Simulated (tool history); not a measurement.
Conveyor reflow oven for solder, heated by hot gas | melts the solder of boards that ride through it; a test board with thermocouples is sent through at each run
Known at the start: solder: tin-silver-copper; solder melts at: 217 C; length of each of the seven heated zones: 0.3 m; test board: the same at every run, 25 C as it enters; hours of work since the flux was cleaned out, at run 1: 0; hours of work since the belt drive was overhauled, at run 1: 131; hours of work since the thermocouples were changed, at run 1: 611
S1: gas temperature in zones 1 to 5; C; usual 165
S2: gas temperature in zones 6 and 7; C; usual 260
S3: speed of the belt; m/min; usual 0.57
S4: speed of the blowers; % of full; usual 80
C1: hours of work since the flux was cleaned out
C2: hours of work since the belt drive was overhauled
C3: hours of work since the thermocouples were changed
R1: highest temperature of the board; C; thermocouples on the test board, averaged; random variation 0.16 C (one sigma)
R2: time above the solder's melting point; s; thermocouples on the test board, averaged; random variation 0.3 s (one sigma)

run   hour   S1   S2     S3  S4   C1   C2   C3     R1    R2
  1      0  165  260   0.57  80    0  131  611  249.6  44.7
  2   24.1  165  260   0.57  80   10  141  621  249.3    45
  3   58.1  165  260   0.57  80   24  155  635    249    45
  4   79.4  165  260   0.57  80   33  164  644  249.4  44.4
  5  120.6  165  260   0.57  80   50  181  661    249  44.5
  6  156.4  165  260   0.57  80   65  196  676  249.3  44.1
  7  193.6  165  260  0.606  80   81  212  692  247.4    40
  8  228.2  165  260  0.606  80   95  226  706  247.2  40.6
  9  269.3  165  260  0.606  80  112  243  724  247.4  40.3
 10  287.9  165  260  0.606  80  120  251  731  247.2  39.8
 11  323.4  165  260  0.606  51  135  266  746  239.1  31.8
 12  348.9  165  260   0.57  80  146  277  757  249.2  44.4
 13    381  165  260   0.57  80  159  290  770  248.9  43.7
 14  411.5  165  260   0.57  68  172  303  783  246.4  41.6
 15    430  165  260   0.57  68  180  311  791  246.5  41.9
 16  456.2  165  263   0.57  80  191  321  802  251.3  46.2
 17  499.7  172  253  0.603  56  209  340  820  236.5  31.8
     506.8  -- belt drive overhauled, speed set with a stopwatch
 18  546.7  165  273  0.571  59  227   17  838  255.3  46.9
 19  590.5  165  274   0.57  80  245   35  856  261.6  51.6
     606.6  -- belt drive overhauled, speed set with a stopwatch, once more
     616.7  -- flux residue cleaned out of gas plates and filters
 20    621  165  274   0.57  80    2    4  865  262.4  50.6
 21  648.6  165  266   0.57  80   13   15  877    255  47.2
 22  687.5  168  260   0.57  80   30   32  893  249.6  45.7
 23  706.8  168  260   0.57  80   38   40  901  249.7  45.6
     719.5  -- thermocouples of zones 6 and 7 changed
 24  752.3  163  263  0.638  54   56   58   14  239.8  29.6
 25  791.5  165  272   0.57  80   72   74   30  259.2  49.1
 26    814  165  272  0.541  81   82   84   39  260.7  53.3
 27  846.1  165  250   0.66  81   95   97   53  235.3  27.6
 28  882.2  177  249   0.66  81  110  112   68  236.5  32.1
 29  912.5  165  249  0.602  80  123  125   81  236.9  33.2
 30  933.3  165  249  0.594  69  131  133   89  234.7  30.1
 31  964.6  175  271  0.677  69  144  147  102  251.2  38.9
 32  997.7  175  271  0.677  69  158  160  116  251.1  38.8

Forecast each of these 3 alternatives for the next run:
  A  1018.9  156  271  0.677  69  167  169  125   ?   ?
  B  1018.9  156  251  0.532  80  167  169  125   ?   ?
  C  1018.9  165  260  0.633  80  167  169  125   ?   ?

run     R1    R2
  A  247.4  32.3
  B  240.2  38.7
  C  244.9  36.1
Without the tool's hidden state the same runs would have given:
run     R1    R2
  A  248.3  32.9
  B  240.7  39.4
  C  245.6  36.7
